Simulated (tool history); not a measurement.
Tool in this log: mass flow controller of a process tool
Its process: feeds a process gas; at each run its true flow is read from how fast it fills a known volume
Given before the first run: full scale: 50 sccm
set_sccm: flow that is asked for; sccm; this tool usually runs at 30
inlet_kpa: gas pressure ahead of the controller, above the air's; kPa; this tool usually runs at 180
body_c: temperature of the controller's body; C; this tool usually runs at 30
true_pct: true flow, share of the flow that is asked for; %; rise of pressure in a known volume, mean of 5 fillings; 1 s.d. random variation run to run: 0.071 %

Run 1, day 0.000: usual settings. Result: true_pct 102.57 %.
Run 2, day 12.425: usual settings but inlet_kpa 208 kPa. Result: true_pct 102.44 %.
Run 3, day 22.058: usual settings but inlet_kpa 208 kPa. Result: true_pct 102.50 %.
Run 4, day 35.425: usual settings but inlet_kpa 240 kPa. Result: true_pct 102.46 %.
Run 5, day 49.383: usual settings but inlet_kpa 240 kPa. Result: true_pct 102.64 %.
Run 6, day 65.138: usual settings but inlet_kpa 240 kPa. Result: true_pct 102.66 %.
Run 7, day 75.029: usual settings but inlet_kpa 240 kPa. Result: true_pct 102.82 %.
Run 8, day 91.667: usual settings. Result: true_pct 103.32 %.
Run 9, day 103.717: usual settings. Result: true_pct 103.33 %.
Run 10, day 120.708: usual settings. Result: true_pct 103.76 %.
Run 11, day 135.450: usual settings. Result: true_pct 103.68 %.
Run 12, day 150.679: usual settings but body_c 33 C. Result: true_pct 104.25 %.
Run 13, day 161.892: usual settings but body_c 33 C. Result: true_pct 104.25 %.
Run 14, day 171.158: usual settings but body_c 33 C. Result: true_pct 104.41 %.
Run 15, day 180.421: usual settings but set_sccm 6 sccm, inlet_kpa 209 kPa, body_c 27 C. Result: true_pct 108.20 %.

Forecast run 16:
Run 16, day 188.671: usual settings but inlet_kpa 163 kPa, body_c 27 C. Result: true_pct ?.

{"run 16": {"true_pct": 103.95}}
With no hidden state in the tool, this same run would have given true_pct 99.51 %.
